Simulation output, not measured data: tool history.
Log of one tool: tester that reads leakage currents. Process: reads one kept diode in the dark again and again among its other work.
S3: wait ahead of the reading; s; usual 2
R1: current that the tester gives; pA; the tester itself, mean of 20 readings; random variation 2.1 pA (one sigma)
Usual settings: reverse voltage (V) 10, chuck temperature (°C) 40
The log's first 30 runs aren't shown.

{"run": 31, "hour": 3587.2, "reverse voltage (V)": 11.3, "chuck temperature (°C)": 23, "S3": 4.73, "R1": 189.86}
{"run": 32, "hour": 3739.5, "reverse voltage (V)": 12, "chuck temperature (°C)": 53, "S3": 2.88, "R1": 1789.56}
{"run": 33, "hour": 3820.6, "reverse voltage (V)": 9.1, "chuck temperature (°C)": 58, "S3": 1.44, "R1": 2285.82}
{"run": 34, "hour": 3901.2, "reverse voltage (V)": 9.1, "chuck temperature (°C)": 58, "S3": 1.44, "R1": 2286.98}
{"run": 35, "hour": 4039.1, "reverse voltage (V)": 10, "chuck temperature (°C)": 46, "S3": 1.16, "R1": 1024.23}
{"hour": 4075.5, "done": "chuck's temperature calibrated"}
{"run": 36, "hour": 4199.8, "reverse voltage (V)": 10, "chuck temperature (°C)": 43, "S3": 1.93, "R1": 868.83}
{"run": 37, "hour": 4360.0, "reverse voltage (V)": 17.9, "chuck temperature (°C)": 40, "S3": 2, "R1": 838.84}
{"run": 38, "hour": 4488.8, "reverse voltage (V)": 3.6, "chuck temperature (°C)": 40, "S3": 2, "R1": 494.98}

3 ways to go on from here, each from the tool as it stands after run 38. What would each give?
{"run": "A", "hour": 4587.5, "reverse voltage (V)": 16.4, "chuck temperature (°C)": 30, "S3": 0.53, "R1": "?"}
{"run": "B", "hour": 4587.5, "reverse voltage (V)": 1.6, "chuck temperature (°C)": 39, "S3": 3.87, "R1": "?"}
{"run": "C", "hour": 4587.5, "reverse voltage (V)": 2.6, "chuck temperature (°C)": 34, "S3": 3.12, "R1": "?"}

run=A R1=391.8
run=B R1=355.26
run=C R1=283.5
Without the tool's hidden state the same runs would have given:
run=A R1=387.62
run=B R1=364.3
run=C R1=289.57
